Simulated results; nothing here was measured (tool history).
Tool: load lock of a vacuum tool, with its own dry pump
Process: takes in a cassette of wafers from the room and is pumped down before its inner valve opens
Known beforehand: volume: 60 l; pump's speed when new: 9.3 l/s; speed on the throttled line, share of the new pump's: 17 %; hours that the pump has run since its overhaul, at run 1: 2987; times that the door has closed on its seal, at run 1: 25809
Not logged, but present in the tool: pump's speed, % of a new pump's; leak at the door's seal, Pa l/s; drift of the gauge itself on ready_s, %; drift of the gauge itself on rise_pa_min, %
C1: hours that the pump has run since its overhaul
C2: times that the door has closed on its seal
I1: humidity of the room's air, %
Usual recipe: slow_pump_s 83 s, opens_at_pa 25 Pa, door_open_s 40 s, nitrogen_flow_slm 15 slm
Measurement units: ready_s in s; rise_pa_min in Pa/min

Run 1, hour 0.0: usual settings; C1 2987; C2 25809; I1 44.5. Result: ready_s 121.7 s, rise_pa_min 0.073 Pa/min.
Run 2, hour 51.2: usual settings but opens_at_pa 21 Pa; C1 3038; C2 26033; I1 44.7. Result: ready_s 123.5 s, rise_pa_min 0.078 Pa/min.
Run 3, hour 120.5: usual settings; C1 3107; C2 26337; I1 45.0. Result: ready_s 122.3 s, rise_pa_min 0.076 Pa/min.
Run 4, hour 207.0: usual settings but opens_at_pa 35 Pa; C1 3194; C2 26717; I1 43.8. Result: ready_s 121.3 s, rise_pa_min 0.072 Pa/min.
Run 5, hour 298.2: usual settings but opens_at_pa 35 Pa; C1 3285; C2 27116; I1 43.4. Result: ready_s 120.9 s, rise_pa_min 0.083 Pa/min.
Run 6, hour 375.6: usual settings but opens_at_pa 35 Pa; C1 3362; C2 27456; I1 48.9. Result: ready_s 120.1 s, rise_pa_min 0.078 Pa/min.
Run 7, hour 431.1: usual settings but opens_at_pa 35 Pa; C1 3418; C2 27699; I1 43.3. Result: ready_s 120.2 s, rise_pa_min 0.083 Pa/min.
Run 8, hour 489.7: usual settings but opens_at_pa 35 Pa; C1 3476; C2 27956; I1 43.1. Result: ready_s 118.9 s, rise_pa_min 0.079 Pa/min.
Run 9, hour 561.7: usual settings but nitrogen_flow_slm 8 slm; C1 3548; C2 28271; I1 44.0. Result: ready_s 123.1 s, rise_pa_min 0.088 Pa/min.
Run 10, hour 649.0: usual settings but nitrogen_flow_slm 8 slm; C1 3636; C2 28654; I1 46.2. Result: ready_s 122.7 s, rise_pa_min 0.094 Pa/min.
Run 11, hour 719.6: usual settings but opens_at_pa 28 Pa; C1 3706; C2 28964; I1 43.7. Result: ready_s 121.4 s, rise_pa_min 0.080 Pa/min.
Run 12, hour 791.8: usual settings but opens_at_pa 28 Pa; C1 3778; C2 29281; I1 45.2. Result: ready_s 122.9 s, rise_pa_min 0.084 Pa/min.
Run 13, hour 840.1: usual settings but opens_at_pa 40 Pa; C1 3827; C2 29492; I1 47.6. Result: ready_s 119.1 s, rise_pa_min 0.086 Pa/min.
Run 14, hour 922.8: usual settings but opens_at_pa 40 Pa; C1 3909; C2 29855; I1 41.1. Result: ready_s 117.9 s, rise_pa_min 0.081 Pa/min.
Run 15, hour 990.8: usual settings but slow_pump_s 122 s, opens_at_pa 37 Pa, door_open_s 73 s, nitrogen_flow_slm 11 slm; C1 3977; C2 30153; I1 47.9. Result: ready_s 152.1 s, rise_pa_min 0.114 Pa/min.
Run 16, hour 1079.9: usual settings but slow_pump_s 122 s, opens_at_pa 19 Pa, door_open_s 73 s, nitrogen_flow_slm 5 slm; C1 4066; C2 30543; I1 45.0. Result: ready_s 157.1 s, rise_pa_min 0.123 Pa/min.
Run 17, hour 1151.7: usual settings but slow_pump_s 118 s; C1 4138; C2 30858; I1 45.0. Result: ready_s 152.9 s, rise_pa_min 0.094 Pa/min.
Run 18, hour 1222.1: usual settings but slow_pump_s 118 s, door_open_s 112 s; C1 4209; C2 31167; I1 48.8. Result: ready_s 150.4 s, rise_pa_min 0.138 Pa/min.
Run 19, hour 1283.0: usual settings but slow_pump_s 118 s, door_open_s 112 s; C1 4270; C2 31434; I1 44.8. Result: ready_s 151.0 s, rise_pa_min 0.126 Pa/min.
Run 20, hour 1332.3: usual settings but slow_pump_s 47 s, opens_at_pa 33 Pa, door_open_s 143 s; C1 4319; C2 31651; I1 45.1. Result: ready_s 90.6 s, rise_pa_min 0.138 Pa/min.
Run 21, hour 1384.3: usual settings but slow_pump_s 57 s, opens_at_pa 31 Pa, nitrogen_flow_slm 6 slm; C1 4371; C2 31878; I1 49.8. Result: ready_s 100.1 s, rise_pa_min 0.103 Pa/min.
Run 22, hour 1463.5: usual settings but slow_pump_s 57 s, opens_at_pa 31 Pa, nitrogen_flow_slm 6 slm; C1 4450; C2 32226; I1 45.7. Result: ready_s 100.2 s, rise_pa_min 0.099 Pa/min.
Run 23, hour 1543.0: usual settings but slow_pump_s 57 s, opens_at_pa 31 Pa, nitrogen_flow_slm 6 slm; C1 4530; C2 32574; I1 43.4. Result: ready_s 99.3 s, rise_pa_min 0.108 Pa/min.
Run 24, hour 1579.6: usual settings but slow_pump_s 57 s, opens_at_pa 31 Pa, nitrogen_flow_slm 6 slm; C1 4566; C2 32735; I1 44.9. Result: ready_s 100.0 s, rise_pa_min 0.109 Pa/min.
Run 25, hour 1668.3: usual settings but slow_pump_s 60 s, opens_at_pa 31 Pa, door_open_s 186 s, nitrogen_flow_slm 14 slm; C1 4655; C2 33124; I1 46.7. Result: ready_s 103.2 s, rise_pa_min 0.157 Pa/min.
Run 26, hour 1726.8: usual settings but slow_pump_s 45 s, opens_at_pa 18 Pa, door_open_s 71 s, nitrogen_flow_slm 6 slm; C1 4713; C2 33380; I1 46.7. Result: ready_s 94.6 s, rise_pa_min 0.123 Pa/min.
Run 27, hour 1766.1: usual settings but opens_at_pa 19 Pa; C1 4753; C2 33552; I1 45.7. Result: ready_s 125.9 s, rise_pa_min 0.096 Pa/min.

What if the next run were any one of these 4? Each begins from the tool's condition after run 27:
Run A, hour 1829.2: usual settings but slow_pump_s 118 s, opens_at_pa 19 Pa; C1 4816; C2 33829; I1 43.9. Result: ready_s ?, rise_pa_min ?.
Run B, hour 1829.2: usual settings but slow_pump_s 154 s; C1 4816; C2 33829; I1 44.1. Result: ready_s ?, rise_pa_min ?.
Run C, hour 1829.2: usual settings but opens_at_pa 23 Pa, nitrogen_flow_slm 5 slm; C1 4816; C2 33829; I1 47.2. Result: ready_s ?, rise_pa_min ?.
Run D, hour 1829.2: usual settings but slow_pump_s 67 s, opens_at_pa 35 Pa, nitrogen_flow_slm 9 slm; C1 4816; C2 33829; I1 45.5. Result: ready_s ?, rise_pa_min ?.

run  ready_s  rise_pa_min
  A    153.2        0.099
  B    181.4        0.102
  C    124.2        0.112
  D    107.2        0.104
Had the tool no hidden state, the same runs would have come out as:
run  ready_s  rise_pa_min
  A    152.7        0.032
  B    181.0        0.036
  C    123.6        0.046
  D    106.6        0.039
